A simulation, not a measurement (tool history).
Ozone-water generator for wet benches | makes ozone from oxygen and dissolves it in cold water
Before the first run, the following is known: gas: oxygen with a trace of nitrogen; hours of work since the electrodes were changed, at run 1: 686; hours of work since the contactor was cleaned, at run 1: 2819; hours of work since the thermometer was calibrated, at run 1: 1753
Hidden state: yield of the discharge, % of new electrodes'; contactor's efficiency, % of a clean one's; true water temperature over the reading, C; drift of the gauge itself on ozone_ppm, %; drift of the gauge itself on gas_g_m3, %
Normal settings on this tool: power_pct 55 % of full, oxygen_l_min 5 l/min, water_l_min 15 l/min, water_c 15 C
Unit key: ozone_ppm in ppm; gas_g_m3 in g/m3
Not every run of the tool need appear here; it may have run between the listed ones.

run   hour  power_pct  oxygen_l_min  water_l_min  water_c  hours of work since the electrodes were changed  hours of work since the contactor was cleaned  hours of work since the thermometer was calibrated  ozone_ppm  gas_g_m3
  1      0         55             5           15       15                                              686                                           2819                                                1753       16.4     138.6
  2   41.7         79             5           15       15                                              718                                           2852                                                1786       19.9     166.9
  3   83.5         79             5           15       15                                              751                                           2885                                                1819       19.8     163.7
  4  156.5         79             5           15       15                                              808                                           2942                                                1876       19.6       165
  5  206.8         79             5           15       15                                              847                                           2981                                                1915       19.7     164.9
  6  239.1         79             5           15       15                                              872                                           3006                                                1940       19.5     164.8
  7  288.8         79             5           15       15                                              911                                           3045                                                1979       19.4     163.6
  8    332         79             5           15       15                                              945                                           3079                                                2013       19.6     163.7
  9    379         79          8.79           15       21                                              982                                           3116                                                2050       16.5     122.6
 10  417.4         55          3.38           18        8                                             1012                                           3146                                                2080       14.4     167.3

What will run 11 give?
 11  488.1         41             5            9       10                                             1067                                           3201                                                2135          ?         ?

ozone_ppm: 21.5 ppm
gas_g_m3: 115.9 g/m3
Without the tool's hidden state the same run would have given ozone_ppm 22.6 ppm, gas_g_m3 118.6 g/m3.

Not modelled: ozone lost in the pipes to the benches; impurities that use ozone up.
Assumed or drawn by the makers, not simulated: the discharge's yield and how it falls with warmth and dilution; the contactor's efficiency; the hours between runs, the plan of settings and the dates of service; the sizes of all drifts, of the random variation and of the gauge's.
